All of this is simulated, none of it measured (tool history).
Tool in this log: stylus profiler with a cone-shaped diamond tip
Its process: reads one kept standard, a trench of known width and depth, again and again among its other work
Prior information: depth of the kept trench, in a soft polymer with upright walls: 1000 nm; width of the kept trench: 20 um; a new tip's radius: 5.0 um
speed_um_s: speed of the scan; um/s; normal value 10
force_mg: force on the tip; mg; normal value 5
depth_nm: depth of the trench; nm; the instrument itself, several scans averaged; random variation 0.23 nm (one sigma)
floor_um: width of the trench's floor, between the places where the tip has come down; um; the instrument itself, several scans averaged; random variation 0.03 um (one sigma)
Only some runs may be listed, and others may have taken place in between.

run 1 day=0 | speed_um_s=10 force_mg=5 | depth_nm=1018.52 floor_um=9.75
run 2 day=0.571 | speed_um_s=10 force_mg=5 | depth_nm=1018.57 floor_um=9.75
run 3 day=1.358 | speed_um_s=10 force_mg=5 | depth_nm=1018.76 floor_um=9.7
run 4 day=1.912 | speed_um_s=10 force_mg=9.75 | depth_nm=1026.02 floor_um=9.64
run 5 day=2.683 | speed_um_s=10 force_mg=5 | depth_nm=1018.69 floor_um=9.64
run 6 day=3.417 | speed_um_s=9 force_mg=5 | depth_nm=1018.65 floor_um=9.62
run 7 day=4.521 | speed_um_s=9 force_mg=4.47 | depth_nm=1017.92 floor_um=9.63
run 8 day=5.508 | speed_um_s=10 force_mg=5 | depth_nm=1019.18 floor_um=9.58
run 9 day=6.204 | speed_um_s=10 force_mg=5 | depth_nm=1018.46 floor_um=9.52
run 10 day=7.246 | speed_um_s=10 force_mg=5 | depth_nm=1018.63 floor_um=9.54
run 11 day=7.804 | speed_um_s=10 force_mg=5 | depth_nm=1018.96 floor_um=9.47
run 12 day=8.558 | speed_um_s=10 force_mg=2.46 | depth_nm=1014.43 floor_um=9.49
run 13 day=9.367 | speed_um_s=10 force_mg=5 | depth_nm=1019.15 floor_um=9.46
run 14 day=10.025 | speed_um_s=10 force_mg=5 | depth_nm=1019.25 floor_um=9.4
run 15 day=11.025 | speed_um_s=4 force_mg=5 | depth_nm=1019.02 floor_um=9.45
run 16 day=12.171 | speed_um_s=10 force_mg=5 | depth_nm=1019.1 floor_um=9.38
run 17 day=13.112 | speed_um_s=25 force_mg=5 | depth_nm=1019.06 floor_um=9.36
run 18 day=14.304 | speed_um_s=2 force_mg=5 | depth_nm=1019.25 floor_um=9.3
run 19 day=15.288 | speed_um_s=2 force_mg=5 | depth_nm=1019.72 floor_um=9.36
-- day=16.242 new tip fitted, height scale calibrated
run 20 day=16.525 | speed_um_s=2 force_mg=5 | depth_nm=1012.84 floor_um=14
run 21 day=17.204 | speed_um_s=3 force_mg=2.56 | depth_nm=1008.06 floor_um=13.98
run 22 day=18.292 | speed_um_s=9 force_mg=14.66 | depth_nm=1026.55 floor_um=13.97
-- day=18.421 height scale calibrated on a step standard
run 23 day=19.408 | speed_um_s=18 force_mg=3.47 | depth_nm=1010.02 floor_um=13.89
run 24 day=20.321 | speed_um_s=10 force_mg=2.34 | depth_nm=1008.02 floor_um=13.85
run 25 day=20.942 | speed_um_s=10 force_mg=2.34 | depth_nm=1007.8 floor_um=13.87
run 26 day=21.542 | speed_um_s=31 force_mg=3.02 | depth_nm=1009.27 floor_um=13.8
run 27 day=22.338 | speed_um_s=31 force_mg=3.02 | depth_nm=1009.02 floor_um=13.7
run 28 day=23.125 | speed_um_s=13 force_mg=2.1 | depth_nm=1007.27 floor_um=13.73

What does the tool deliver on the next run?
run 29 day=23.717 | speed_um_s=15 force_mg=5.18 | depth_nm=? floor_um=?

{"run 29": {"depth_nm": 1013.6, "floor_um": 13.72}}
With the hidden condition absent and the run-to-run variation left alone, this run would have shown depth_nm 1013.36 nm, floor_um 13.97 um.

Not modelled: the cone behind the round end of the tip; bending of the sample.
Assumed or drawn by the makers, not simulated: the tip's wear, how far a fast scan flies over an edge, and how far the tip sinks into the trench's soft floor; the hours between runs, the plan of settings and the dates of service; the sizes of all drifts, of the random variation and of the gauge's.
